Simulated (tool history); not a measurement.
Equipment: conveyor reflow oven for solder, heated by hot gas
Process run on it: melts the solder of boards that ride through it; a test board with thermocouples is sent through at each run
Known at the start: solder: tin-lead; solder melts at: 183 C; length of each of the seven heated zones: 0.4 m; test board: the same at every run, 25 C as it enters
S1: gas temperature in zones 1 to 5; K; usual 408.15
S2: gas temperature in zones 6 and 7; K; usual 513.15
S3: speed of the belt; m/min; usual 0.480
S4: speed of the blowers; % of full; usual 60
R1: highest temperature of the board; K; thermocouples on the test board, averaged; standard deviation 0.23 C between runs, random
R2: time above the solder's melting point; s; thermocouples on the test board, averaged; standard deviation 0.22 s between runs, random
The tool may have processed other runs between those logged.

run,hour,S1,S2,S3,S4,R1,R2
1,0.0,408.15,513.15,0.480,60,492.15,74.7
# hour 16.1: flux residue cleaned out of gas plates and filters
2,30.6,408.15,513.15,0.480,60,492.15,75.2
3,51.8,408.15,513.15,0.480,60,492.15,74.9
4,72.8,408.15,525.15,0.480,60,502.45,83.3
# hour 88.1: belt drive overhauled, speed set with a stopwatch
5,99.9,408.15,525.15,0.480,60,502.75,83.6
6,121.8,408.15,513.15,0.480,60,492.35,74.9
7,145.4,415.15,513.15,0.515,52,488.25,67.2
8,174.7,415.15,527.15,0.538,60,500.95,75.5
9,196.1,415.15,502.15,0.538,51,477.65,50.5
10,219.2,415.15,502.15,0.538,51,477.05,50.6
11,247.8,415.15,502.15,0.538,51,477.45,50.4
12,265.1,415.15,521.15,0.508,55,496.15,76.9

Consider 4 possible next runs. They are alternatives, not a sequence: every one starts from the tool as it was left by run 12. What does each give?
A,284.6,415.15,521.15,0.540,77,?,?
B,284.6,408.15,512.15,0.473,60,?,?
C,284.6,408.15,513.15,0.409,60,?,?
D,284.6,415.15,527.15,0.526,55,?,?

run,R1,R2
A,501.65,76.0
B,492.25,75.2
C,497.65,94.6
D,499.45,76.7
Without the tool's unlogged condition, the same runs would have read:
run,R1,R2
A,501.75,76.1
B,492.35,75.3
C,497.75,94.7
D,499.55,76.8

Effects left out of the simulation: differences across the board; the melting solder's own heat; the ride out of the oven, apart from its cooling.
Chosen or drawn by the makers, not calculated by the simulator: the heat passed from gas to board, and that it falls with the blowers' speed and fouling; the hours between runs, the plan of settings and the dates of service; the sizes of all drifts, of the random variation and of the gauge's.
